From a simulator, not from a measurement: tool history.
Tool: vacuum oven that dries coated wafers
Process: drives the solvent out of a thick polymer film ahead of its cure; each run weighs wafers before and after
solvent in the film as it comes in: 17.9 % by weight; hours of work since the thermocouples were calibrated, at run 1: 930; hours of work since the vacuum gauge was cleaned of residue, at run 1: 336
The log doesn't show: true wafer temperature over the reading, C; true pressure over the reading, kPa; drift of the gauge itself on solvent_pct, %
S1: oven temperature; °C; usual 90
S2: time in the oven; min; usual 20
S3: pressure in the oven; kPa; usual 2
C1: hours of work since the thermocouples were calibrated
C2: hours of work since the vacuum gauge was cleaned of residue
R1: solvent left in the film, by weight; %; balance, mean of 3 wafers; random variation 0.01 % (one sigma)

run,hour,S1,S2,S3,C1,C2,R1
1,0,90,20,2,930,336,1.15
2,14,90,20,2,940,347,1.15
3,26.2,90,20,2,949,356,1.14
4,40.6,90,29,2,960,366,0.71
5,55,90,20,3.34,970,377,1.51
6,66,90,20,2,979,385,1.14
7,82.2,90,20,2,990,397,1.14
8,95.2,90,20,2,1000,407,1.15
9,104.8,90,20,2,1007,414,1.14
10,119,90,28,2,1018,424,0.73
11,129,90,20,2,1025,431,1.15
12,138.8,90,20,2,1032,439,1.14
13,152.8,90,20,2,1043,449,1.15
14,165.4,87,24,3.73,1052,458,1.64
15,177.7,95,13,4.34,1061,467,2.11
16,189.2,105,17,1.78,1069,476,0.41
17,201.6,86,15,1.41,1078,485,2.3
18,213.4,86,15,1.41,1087,494,2.31
19,231.8,90,20,1.93,1101,507,1.14
20,250.6,90,27,5.37,1115,521,1.71
21,268.3,90,27,5.37,1128,534,1.69
22,282.9,81,23,1.21,1138,545,1.57
23,291.7,90,34,2,1145,551,0.64
24,309.7,87,12,1.6,1158,565,3.08
25,324.5,90,20,6.64,1169,576,2.4
26,340,102,22,5,1180,587,0.95

3 ways to go on from here, each from the tool as it stands after run 26. What would each give?
A,350.2,90,29,1.79,1188,594,?
B,350.2,84,15,1.25,1188,594,?
C,350.2,77,26,2,1188,594,?

run,R1
A,0.64
B,2.61
C,2.14
Without the tool's hidden state the same runs would have given:
run,R1
A,0.64
B,2.62
C,2.15
